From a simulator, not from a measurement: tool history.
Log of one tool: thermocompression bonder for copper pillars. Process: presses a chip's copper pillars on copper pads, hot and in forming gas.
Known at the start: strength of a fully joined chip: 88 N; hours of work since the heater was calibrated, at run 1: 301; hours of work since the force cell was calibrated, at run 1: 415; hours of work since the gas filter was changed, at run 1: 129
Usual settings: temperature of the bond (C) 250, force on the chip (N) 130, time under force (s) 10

run   hour  temperature of the bond (C)  force on the chip (N)  time under force (s)  hours of work since the heater was calibrated  hours of work since the force cell was calibrated  hours of work since the gas filter was changed  force that shears a chip off (N)
  1    0.0                          250                    130                    10                                            301                                                415                                             129                              50.3
  2   15.9                          250                    130                    10                                            311                                                424                                             138                              50.3
  3   27.7                          250                    130                    10                                            318                                                431                                             145                              49.7
  4   48.3                          250                    130                    10                                            330                                                443                                             158                              49.8
      57.8  -- forming gas filter changed
  5   63.2                          250                    130                    10                                            338                                                452                                               3                              54.4
  6   80.1                          250                    130                    10                                            348                                                462                                              13                              54.5
  7   97.3                          250                    176                    10                                            359                                                472                                              23                              64.4
  8  116.8                          250                    130                    10                                            370                                                484                                              35                              54.5
  9  135.7                          250                     99                    10                                            381                                                495                                              46                              45.2
 10  152.5                          250                    130                    10                                            391                                                505                                              56                              53.1
 11  167.0                          250                    158                    10                                            400                                                514                                              65                              58.7
 12  183.3                          250                    158                    10                                            410                                                523                                              74                              58.6
 13  197.5                          250                     88                    10                                            418                                                532                                              83                              40.0
 14  211.5                          250                    130                    10                                            426                                                540                                              91                              52.1
 15  228.1                          250                    130                    17                                            436                                                550                                             101                              59.4
 16  242.0                          250                    130                    17                                            444                                                558                                             109                              59.7
 17  255.1                          250                    130                    17                                            452                                                566                                             117                              58.8
 18  275.2                          250                    130                    17                                            464                                                578                                             129                              58.9
 19  284.7                          250                    130                    17                                            470                                                583                                             134                              58.4
 20  293.5                          250                    148                    10                                            475                                                588                                             140                              55.0
 21  305.1                          221                    146                    10                                            482                                                595                                             147                              40.9
 22  323.4                          244                    146                    30                                            493                                                606                                             157                              65.4
     333.0  -- forming gas filter changed
 23  337.4                          244                    146                    30                                            501                                                614                                               3                              73.0
 24  349.2                          231                     89                    10                                            508                                                621                                              10                              34.4
 25  363.9                          231                     89                    10                                            516                                                630                                              18                              34.0
 26  384.0                          250                    133                     8                                            528                                                642                                              30                              52.1
 27  402.9                          250                    115                    10                                            539                                                653                                              41                              50.2
 28  418.4                          275                    166                    10                                            549                                                662                                              51                              71.3
 29  429.7                          275                    166                    10                                            555                                                669                                              57                              72.1
 30  450.0                          275                    166                     8                                            567                                                681                                              69                              67.9
 31  470.9                          275                    166                     8                                            580                                                693                                              82                              68.1
 32  484.9                          275                    166                     8                                            588                                                702                                              90                              67.5

Forecast run 33:
 33  502.4                          260                    184                     8                                            598                                                712                                             100                                 ?

force that shears a chip off (N): 64.3
Without the tool's hidden state the same run would have given force that shears a chip off (N) 65.3.
